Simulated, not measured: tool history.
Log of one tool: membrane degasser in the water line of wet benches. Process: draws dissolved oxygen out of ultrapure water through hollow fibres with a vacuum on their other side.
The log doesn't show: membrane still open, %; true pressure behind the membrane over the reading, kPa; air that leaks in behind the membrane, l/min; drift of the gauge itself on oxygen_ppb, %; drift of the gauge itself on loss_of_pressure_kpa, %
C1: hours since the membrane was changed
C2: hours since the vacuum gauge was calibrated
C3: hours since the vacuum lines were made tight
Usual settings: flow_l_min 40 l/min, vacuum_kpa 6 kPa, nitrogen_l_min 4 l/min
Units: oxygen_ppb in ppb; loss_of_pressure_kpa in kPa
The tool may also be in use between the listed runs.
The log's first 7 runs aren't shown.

{"run": 8, "hour": 382.6, "flow_l_min": 29, "vacuum_kpa": 6, "nitrogen_l_min": 4, "C1": 2237, "C2": 2949, "C3": 3077, "oxygen_ppb": 53.4, "loss_of_pressure_kpa": 47.61}
{"run": 9, "hour": 437.6, "flow_l_min": 29, "vacuum_kpa": 6, "nitrogen_l_min": 4, "C1": 2292, "C2": 3004, "C3": 3132, "oxygen_ppb": 52.7, "loss_of_pressure_kpa": 47.77}
{"run": 10, "hour": 509.8, "flow_l_min": 29, "vacuum_kpa": 6, "nitrogen_l_min": 4, "C1": 2364, "C2": 3076, "C3": 3204, "oxygen_ppb": 54.2, "loss_of_pressure_kpa": 47.3}
{"hour": 520.2, "done": "vacuum gauge calibrated"}
{"run": 11, "hour": 576.5, "flow_l_min": 37, "vacuum_kpa": 6, "nitrogen_l_min": 4, "C1": 2430, "C2": 56, "C3": 3271, "oxygen_ppb": 72.6, "loss_of_pressure_kpa": 60.68}
{"run": 12, "hour": 632.4, "flow_l_min": 37, "vacuum_kpa": 6, "nitrogen_l_min": 1.67, "C1": 2486, "C2": 112, "C3": 3326, "oxygen_ppb": 141.4, "loss_of_pressure_kpa": 60.92}
{"run": 13, "hour": 682.0, "flow_l_min": 40, "vacuum_kpa": 6, "nitrogen_l_min": 4, "C1": 2536, "C2": 162, "C3": 3376, "oxygen_ppb": 78.4, "loss_of_pressure_kpa": 65.9}
{"run": 14, "hour": 734.8, "flow_l_min": 40, "vacuum_kpa": 6, "nitrogen_l_min": 2.38, "C1": 2588, "C2": 215, "C3": 3429, "oxygen_ppb": 116.5, "loss_of_pressure_kpa": 65.9}
{"run": 15, "hour": 808.6, "flow_l_min": 40, "vacuum_kpa": 6, "nitrogen_l_min": 2.38, "C1": 2662, "C2": 288, "C3": 3503, "oxygen_ppb": 117.4, "loss_of_pressure_kpa": 65.77}
{"run": 16, "hour": 846.1, "flow_l_min": 40, "vacuum_kpa": 6, "nitrogen_l_min": 2.38, "C1": 2700, "C2": 326, "C3": 3540, "oxygen_ppb": 120.7, "loss_of_pressure_kpa": 65.7}
{"run": 17, "hour": 891.6, "flow_l_min": 34, "vacuum_kpa": 6, "nitrogen_l_min": 3.98, "C1": 2745, "C2": 371, "C3": 3586, "oxygen_ppb": 63.5, "loss_of_pressure_kpa": 56.17}
{"run": 18, "hour": 927.8, "flow_l_min": 34, "vacuum_kpa": 6, "nitrogen_l_min": 3.98, "C1": 2781, "C2": 408, "C3": 3622, "oxygen_ppb": 65.1, "loss_of_pressure_kpa": 55.53}
{"run": 19, "hour": 974.5, "flow_l_min": 34, "vacuum_kpa": 6, "nitrogen_l_min": 3.98, "C1": 2828, "C2": 454, "C3": 3669, "oxygen_ppb": 64.2, "loss_of_pressure_kpa": 56.13}
{"run": 20, "hour": 1049.3, "flow_l_min": 55, "vacuum_kpa": 6, "nitrogen_l_min": 3.98, "C1": 2903, "C2": 529, "C3": 3743, "oxygen_ppb": 119, "loss_of_pressure_kpa": 90.11}
{"run": 21, "hour": 1092.6, "flow_l_min": 55, "vacuum_kpa": 6, "nitrogen_l_min": 3.98, "C1": 2946, "C2": 572, "C3": 3787, "oxygen_ppb": 118.4, "loss_of_pressure_kpa": 90.12}
{"run": 22, "hour": 1146.7, "flow_l_min": 24, "vacuum_kpa": 14.4, "nitrogen_l_min": 9.85, "C1": 3000, "C2": 627, "C3": 3841, "oxygen_ppb": 69, "loss_of_pressure_kpa": 39.78}
{"run": 23, "hour": 1180.7, "flow_l_min": 33, "vacuum_kpa": 12.34, "nitrogen_l_min": 10.28, "C1": 3034, "C2": 661, "C3": 3875, "oxygen_ppb": 79.8, "loss_of_pressure_kpa": 54.77}
{"run": 24, "hour": 1220.9, "flow_l_min": 38, "vacuum_kpa": 6, "nitrogen_l_min": 4, "C1": 3075, "C2": 701, "C3": 3915, "oxygen_ppb": 72.9, "loss_of_pressure_kpa": 62.29}
{"run": 25, "hour": 1285.9, "flow_l_min": 47, "vacuum_kpa": 6, "nitrogen_l_min": 6.89, "C1": 3140, "C2": 766, "C3": 3980, "oxygen_ppb": 65.3, "loss_of_pressure_kpa": 77.19}
{"run": 26, "hour": 1328.8, "flow_l_min": 43, "vacuum_kpa": 6, "nitrogen_l_min": 4, "C1": 3182, "C2": 809, "C3": 4023, "oxygen_ppb": 86.3, "loss_of_pressure_kpa": 70.8}
{"run": 27, "hour": 1403.6, "flow_l_min": 48, "vacuum_kpa": 6, "nitrogen_l_min": 7.8, "C1": 3257, "C2": 883, "C3": 4098, "oxygen_ppb": 63.8, "loss_of_pressure_kpa": 78.64}
{"run": 28, "hour": 1439.7, "flow_l_min": 48, "vacuum_kpa": 5.44, "nitrogen_l_min": 1.93, "C1": 3293, "C2": 920, "C3": 4134, "oxygen_ppb": 140.4, "loss_of_pressure_kpa": 78.88}
{"run": 29, "hour": 1489.6, "flow_l_min": 52, "vacuum_kpa": 11.67, "nitrogen_l_min": 2.46, "C1": 3343, "C2": 969, "C3": 4184, "oxygen_ppb": 410.6, "loss_of_pressure_kpa": 85.58}
{"run": 30, "hour": 1525.1, "flow_l_min": 52, "vacuum_kpa": 11.67, "nitrogen_l_min": 2.46, "C1": 3379, "C2": 1005, "C3": 4219, "oxygen_ppb": 401.2, "loss_of_pressure_kpa": 85}
{"run": 31, "hour": 1586.6, "flow_l_min": 32, "vacuum_kpa": 13.33, "nitrogen_l_min": 2.05, "C1": 3440, "C2": 1066, "C3": 4281, "oxygen_ppb": 353.3, "loss_of_pressure_kpa": 52.41}
{"run": 32, "hour": 1638.9, "flow_l_min": 31, "vacuum_kpa": 3.64, "nitrogen_l_min": 9.35, "C1": 3493, "C2": 1119, "C3": 4333, "oxygen_ppb": 9.2, "loss_of_pressure_kpa": 50.77}

4 ways to go on from here, each from the tool as it stands after run 32. What would each give?
{"run": "A", "hour": 1685.7, "flow_l_min": 56, "vacuum_kpa": 10.32, "nitrogen_l_min": 4.81, "C1": 3539, "C2": 1166, "C3": 4380, "oxygen_ppb": "?", "loss_of_pressure_kpa": "?"}
{"run": "B", "hour": 1685.7, "flow_l_min": 52, "vacuum_kpa": 14.28, "nitrogen_l_min": 1.73, "C1": 3539, "C2": 1166, "C3": 4380, "oxygen_ppb": "?", "loss_of_pressure_kpa": "?"}
{"run": "C", "hour": 1685.7, "flow_l_min": 31, "vacuum_kpa": 4.76, "nitrogen_l_min": 9.35, "C1": 3539, "C2": 1166, "C3": 4380, "oxygen_ppb": "?", "loss_of_pressure_kpa": "?"}
{"run": "D", "hour": 1685.7, "flow_l_min": 43, "vacuum_kpa": 14.76, "nitrogen_l_min": 4, "C1": 3539, "C2": 1166, "C3": 4380, "oxygen_ppb": "?", "loss_of_pressure_kpa": "?"}

run=A oxygen_ppb=222.5 loss_of_pressure_kpa=92.27
run=B oxygen_ppb=681.5 loss_of_pressure_kpa=85.08
run=C oxygen_ppb=18.1 loss_of_pressure_kpa=51.27
run=D oxygen_ppb=297.4 loss_of_pressure_kpa=70.73
Without the tool's hidden state the same runs would have given:
run=A oxygen_ppb=222.3 loss_of_pressure_kpa=92.21
run=B oxygen_ppb=681.2 loss_of_pressure_kpa=85.02
run=C oxygen_ppb=18.1 loss_of_pressure_kpa=51.23
run=D oxygen_ppb=297.2 loss_of_pressure_kpa=70.68

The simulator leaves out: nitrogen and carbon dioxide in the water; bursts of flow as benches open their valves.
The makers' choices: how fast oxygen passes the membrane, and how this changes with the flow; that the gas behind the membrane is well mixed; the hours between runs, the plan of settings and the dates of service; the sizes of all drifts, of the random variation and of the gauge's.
